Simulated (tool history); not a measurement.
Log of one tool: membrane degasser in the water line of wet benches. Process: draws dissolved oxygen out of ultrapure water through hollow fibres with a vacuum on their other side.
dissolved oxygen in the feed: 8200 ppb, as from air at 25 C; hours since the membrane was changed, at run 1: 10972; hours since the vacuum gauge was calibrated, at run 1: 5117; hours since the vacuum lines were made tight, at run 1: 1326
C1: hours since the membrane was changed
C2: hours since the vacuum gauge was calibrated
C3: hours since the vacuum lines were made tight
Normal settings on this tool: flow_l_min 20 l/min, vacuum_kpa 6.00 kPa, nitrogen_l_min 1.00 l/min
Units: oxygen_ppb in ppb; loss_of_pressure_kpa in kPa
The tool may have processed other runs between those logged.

Run 1, hour 0.0: usual settings; C1 10972; C2 5117; C3 1326. Result: oxygen_ppb 272.4 ppb, loss_of_pressure_kpa 57.19 kPa.
Run 2, hour 166.7: usual settings but flow_l_min 13 l/min; C1 11139; C2 5284; C3 1492. Result: oxygen_ppb 108.6 ppb, loss_of_pressure_kpa 37.45 kPa.
Run 3, hour 441.8: usual settings but nitrogen_l_min 2.86 l/min; C1 11414; C2 5559; C3 1767. Result: oxygen_ppb 193.7 ppb, loss_of_pressure_kpa 57.46 kPa.
Run 4, hour 621.8: usual settings but nitrogen_l_min 2.86 l/min; C1 11594; C2 5739; C3 1947. Result: oxygen_ppb 196.2 ppb, loss_of_pressure_kpa 57.63 kPa.
At hour 861.9: vacuum gauge calibrated.
Run 5, hour 929.0: usual settings but nitrogen_l_min 2.86 l/min; C1 11901; C2 67; C3 2254. Result: oxygen_ppb 193.5 ppb, loss_of_pressure_kpa 58.07 kPa.
Run 6, hour 1191.5: usual settings but nitrogen_l_min 2.86 l/min; C1 12163; C2 330; C3 2517. Result: oxygen_ppb 193.7 ppb, loss_of_pressure_kpa 57.48 kPa.
Run 7, hour 1445.7: usual settings but nitrogen_l_min 2.86 l/min; C1 12418; C2 584; C3 2771. Result: oxygen_ppb 196.7 ppb, loss_of_pressure_kpa 57.28 kPa.
At hour 1712.1: membrane cartridge changed.
Run 8, hour 1731.3: usual settings but nitrogen_l_min 2.86 l/min; C1 19; C2 865; C3 3052. Result: oxygen_ppb 192.0 ppb, loss_of_pressure_kpa 57.82 kPa.
Run 9, hour 1925.1: usual settings but vacuum_kpa 9.82 kPa; C1 213; C2 1059; C3 3246. Result: oxygen_ppb 424.6 ppb, loss_of_pressure_kpa 57.81 kPa.
Run 10, hour 2087.1: usual settings but vacuum_kpa 9.82 kPa; C1 375; C2 1221; C3 3408. Result: oxygen_ppb 430.8 ppb, loss_of_pressure_kpa 57.93 kPa.
Run 11, hour 2266.3: usual settings but vacuum_kpa 10.67 kPa; C1 554; C2 1400; C3 3587. Result: oxygen_ppb 457.9 ppb, loss_of_pressure_kpa 57.56 kPa.
Run 12, hour 2482.9: usual settings but flow_l_min 21 l/min; C1 771; C2 1617; C3 3804. Result: oxygen_ppb 299.4 ppb, loss_of_pressure_kpa 60.51 kPa.
Run 13, hour 2731.4: usual settings but flow_l_min 31 l/min; C1 1019; C2 1865; C3 4052. Result: oxygen_ppb 673.3 ppb, loss_of_pressure_kpa 89.98 kPa.
Run 14, hour 3013.5: usual settings but flow_l_min 27 l/min; C1 1301; C2 2148; C3 4335. Result: oxygen_ppb 519.6 ppb, loss_of_pressure_kpa 78.46 kPa.

Estimate the outcome of run 15 from the log above:
At hour 3080.2: seals of the vacuum lines changed.
Run 15, hour 3218.8: usual settings but flow_l_min 27 l/min; C1 1505; C2 2351; C3 139. Result: oxygen_ppb ?, loss_of_pressure_kpa ?.

Run 15 gave oxygen_ppb 514.3 ppb, loss_of_pressure_kpa 78.26 kPa.
The same run, on a tool lacking any hidden state, would have yielded oxygen_ppb 514.0 ppb, loss_of_pressure_kpa 77.35 kPa.
